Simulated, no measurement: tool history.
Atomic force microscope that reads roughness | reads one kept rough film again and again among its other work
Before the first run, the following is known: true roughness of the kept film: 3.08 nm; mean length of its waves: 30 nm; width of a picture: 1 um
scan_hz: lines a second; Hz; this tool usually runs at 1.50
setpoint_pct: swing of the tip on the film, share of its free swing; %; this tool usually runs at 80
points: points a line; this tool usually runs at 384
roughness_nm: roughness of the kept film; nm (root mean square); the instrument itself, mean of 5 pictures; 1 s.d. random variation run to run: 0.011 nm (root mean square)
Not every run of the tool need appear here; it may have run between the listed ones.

run   hour  scan_hz  setpoint_pct  points  roughness_nm
  1    0.0     1.50            80     384         2.691
  2   15.4     1.50            80     384         2.372
  3   32.9     1.50            80     280         2.107
      34.3  -- new tip fitted
  4   43.4     1.50            80     280         2.466
  5   52.7     1.50            80    1004         2.352
  6   61.0     1.50            80    1004         2.227
      68.4  -- new tip fitted
  7   73.3     1.50            80    1004         2.575
  8   86.4     1.50            80    1004         2.365
  9   99.1     1.50            80    1004         2.163
     103.7  -- new tip fitted
 10  110.2     1.50            80    1004         2.548
 11  118.9     1.50            80    1004         2.356
 12  130.1     1.50            80    1004         2.181
     139.0  -- new tip fitted
 13  148.2     1.50            88     450         2.434
 14  165.3     1.23            57     384         2.218
     173.3  -- new tip fitted
 15  178.4     1.79            64     871         2.626
 16  193.5     1.50            72     384         2.357
 17  203.9     1.50            72     384         2.185
     208.0  -- new tip fitted
 18  216.8     1.51            63     561         2.579
 19  231.3     3.93            80     865         2.153
 20  240.7     1.49            63     946         2.178

Results for each run, recomputed without the tool's hidden state and with each run's random variation untouched:
Unlogged tool condition in this case: radius of the tip, nm; height scale over the true one, %; drift of the gauge itself on roughness_nm, %.
run  roughness_nm
  1         2.692
  2         2.675
  3         2.673
  4         2.656
  5         2.698
  6         2.713
  7         2.696
  8         2.714
  9         2.711
 10         2.700
 11         2.688
 12         2.686
 13         2.646
 14         2.747
 15         2.760
 16         2.746
 17         2.734
 18         2.766
 19         2.565
 20         2.784

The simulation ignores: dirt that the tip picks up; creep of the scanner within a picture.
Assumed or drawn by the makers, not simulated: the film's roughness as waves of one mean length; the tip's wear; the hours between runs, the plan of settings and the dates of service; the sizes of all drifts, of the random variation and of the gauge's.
